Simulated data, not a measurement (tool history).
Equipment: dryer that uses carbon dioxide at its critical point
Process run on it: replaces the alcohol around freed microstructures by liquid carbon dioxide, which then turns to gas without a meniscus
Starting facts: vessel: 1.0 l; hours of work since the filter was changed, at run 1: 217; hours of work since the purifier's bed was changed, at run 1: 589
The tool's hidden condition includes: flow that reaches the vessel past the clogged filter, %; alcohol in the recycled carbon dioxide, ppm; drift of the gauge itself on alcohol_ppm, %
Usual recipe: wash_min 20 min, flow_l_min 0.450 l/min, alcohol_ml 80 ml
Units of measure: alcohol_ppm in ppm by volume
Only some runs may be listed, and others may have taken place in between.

| run | hour | wash_min | flow_l_min | alcohol_ml | hours of work since the filter was changed | hours of work since the purifier's bed was changed | alcohol_ppm |
|---|---|---|---|---|---|---|---|
| 1 | 0.0 | 20 | 0.450 | 80 | 217 | 589 | 227 |
| 2 | 20.5 | 20 | 0.344 | 80 | 231 | 603 | 441 |
| 3 | 37.9 | 20 | 0.344 | 80 | 243 | 616 | 436 |
| 4 | 54.3 | 20 | 0.344 | 80 | 255 | 627 | 459 |
| 5 | 71.3 | 14 | 0.450 | 80 | 267 | 639 | 656 |
| 6 | 96.9 | 20 | 0.450 | 80 | 285 | 657 | 260 |
| 7 | 111.2 | 20 | 0.450 | 80 | 295 | 667 | 266 |
| 8 | 122.8 | 20 | 0.450 | 80 | 303 | 675 | 269 |
| 9 | 136.7 | 20 | 0.450 | 80 | 313 | 685 | 272 |
|  | 144.7 | purifier's bed changed |
| 10 | 165.7 | 20 | 0.450 | 80 | 331 | 15 | 64 |
| 11 | 184.9 | 20 | 0.450 | 80 | 344 | 28 | 75 |
| 12 | 205.2 | 20 | 0.450 | 80 | 359 | 43 | 78 |
| 13 | 232.2 | 20 | 0.450 | 80 | 378 | 61 | 75 |
| 14 | 260.6 | 20 | 0.437 | 80 | 398 | 81 | 108 |
| 15 | 282.9 | 20 | 0.437 | 80 | 413 | 97 | 116 |
| 16 | 301.8 | 20 | 0.437 | 80 | 427 | 110 | 117 |
| 17 | 319.2 | 20 | 0.437 | 80 | 439 | 123 | 123 |
| 18 | 337.1 | 20 | 0.437 | 80 | 451 | 135 | 134 |
| 19 | 358.7 | 20 | 0.450 | 48 | 466 | 150 | 97 |
| 20 | 372.2 | 20 | 0.450 | 48 | 476 | 160 | 96 |
| 21 | 399.6 | 20 | 0.450 | 48 | 495 | 179 | 106 |
| 22 | 418.1 | 20 | 0.450 | 48 | 508 | 192 | 99 |
| 23 | 434.3 | 20 | 0.450 | 80 | 520 | 203 | 142 |
| 24 | 445.9 | 17 | 0.450 | 107 | 528 | 212 | 367 |
|  | 448.1 | inlet filter changed |
| 25 | 475.3 | 20 | 0.450 | 61 | 19 | 232 | 102 |
| 26 | 499.9 | 22 | 0.450 | 61 | 36 | 249 | 81 |
| 27 | 512.2 | 21 | 0.349 | 54 | 45 | 257 | 162 |
| 28 | 524.0 | 27 | 0.442 | 80 | 53 | 266 | 91 |
| 29 | 540.9 | 27 | 0.442 | 80 | 65 | 278 | 84 |
| 30 | 567.4 | 27 | 0.442 | 80 | 84 | 296 | 101 |
| 31 | 592.0 | 27 | 0.442 | 80 | 101 | 314 | 106 |
| 32 | 617.7 | 27 | 0.442 | 80 | 119 | 332 | 103 |
| 33 | 637.4 | 27 | 0.442 | 80 | 133 | 345 | 110 |
| 34 | 653.7 | 27 | 0.442 | 80 | 144 | 357 | 121 |
| 35 | 677.7 | 13 | 0.270 | 83 | 161 | 374 | 3940 |
| 36 | 699.4 | 20 | 0.660 | 80 | 177 | 389 | 123 |
| 37 | 716.6 | 14 | 0.342 | 80 | 189 | 401 | 1475 |
| 38 | 741.2 | 17 | 0.342 | 47 | 206 | 418 | 453 |
| 39 | 757.7 | 22 | 0.328 | 80 | 218 | 430 | 311 |
| 40 | 774.0 | 25 | 0.573 | 111 | 229 | 441 | 136 |
| 41 | 797.1 | 25 | 0.327 | 111 | 245 | 458 | 254 |
| 42 | 816.7 | 20 | 0.327 | 52 | 259 | 471 | 372 |

Run 43 is up next; what results do you expect?
| 43 | 830.2 | 20 | 0.418 | 34 | 268 | 481 | ? |

For run 43 the tool returned alcohol_ppm 182 ppm by volume.
If the tool had no hidden condition, the same run with the same run-to-run variation would have returned alcohol_ppm 26 ppm by volume.

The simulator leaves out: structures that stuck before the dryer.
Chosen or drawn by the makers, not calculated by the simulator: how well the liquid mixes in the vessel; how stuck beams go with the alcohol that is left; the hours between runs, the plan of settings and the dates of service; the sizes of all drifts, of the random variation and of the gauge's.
